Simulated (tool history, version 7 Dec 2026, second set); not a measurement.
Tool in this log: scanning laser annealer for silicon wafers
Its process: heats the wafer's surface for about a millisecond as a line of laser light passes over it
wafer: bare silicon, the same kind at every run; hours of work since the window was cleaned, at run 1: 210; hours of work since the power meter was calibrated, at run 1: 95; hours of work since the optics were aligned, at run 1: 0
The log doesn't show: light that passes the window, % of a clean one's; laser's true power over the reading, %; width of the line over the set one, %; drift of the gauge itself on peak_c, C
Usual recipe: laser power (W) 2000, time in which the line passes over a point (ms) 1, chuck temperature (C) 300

run     day  laser power (W)  time in which the line passes over a point (ms)  chuck temperature (C)  hours of work since the window was cleaned  hours of work since the power meter was calibrated  hours of work since the optics were aligned  highest temperature of the surface (C)
  1       0             2000                                                1                    300                                         210                                                  95                                            0                                    1076
  2   1.029             2000                                                1                    300                                         220                                                 105                                           10                                    1076
  3   2.004             2000                                                1                    300                                         230                                                 115                                           20                                    1073
  4   3.146             2000                                                1                    300                                         242                                                 127                                           32                                    1074
  5   4.204             2000                                                1                    300                                         252                                                 137                                           43                                    1073
  6   6.304             2000                                                1                    300                                         274                                                 159                                           64                                    1074
  7   8.333             1914                                                1                    300                                         294                                                 179                                           84                                    1040
  8   9.662             1914                                                1                    300                                         308                                                 192                                           98                                    1037
  9  11.425             2115                                                1                    276                                         325                                                 210                                          116                                    1093
 10  12.762             1970                                             0.74                    276                                         339                                                 224                                          129                                     938
 11  14.829             2115                                             1.03                    290                                         360                                                 245                                          150                                    1118

Consider 5 possible next runs. They are alternatives, not a sequence: every one starts from the tool as it was left by run 11. What does each give?
  A  16.15             2116                                             0.76                    297                                         373                                                 258                                          163                                       ?
  B  16.15             2095                                             0.89                    315                                         373                                                 258                                          163                                       ?
  C  16.15             1848                                             0.85                    287                                         373                                                 258                                          163                                       ?
  D  16.15             2108                                             1.03                    283                                         373                                                 258                                          163                                       ?
  E  16.15             2102                                             0.77                    340                                         373                                                 258                                          163                                       ?

run  highest temperature of the surface (C)
  A                                    1017
  B                                    1080
  C                                     946
  D                                    1107
  E                                    1059
Without the tool's unlogged condition, the same runs would have read:
run  highest temperature of the surface (C)
  A                                    1029
  B                                    1093
  C                                     957
  D                                    1121
  E                                    1070
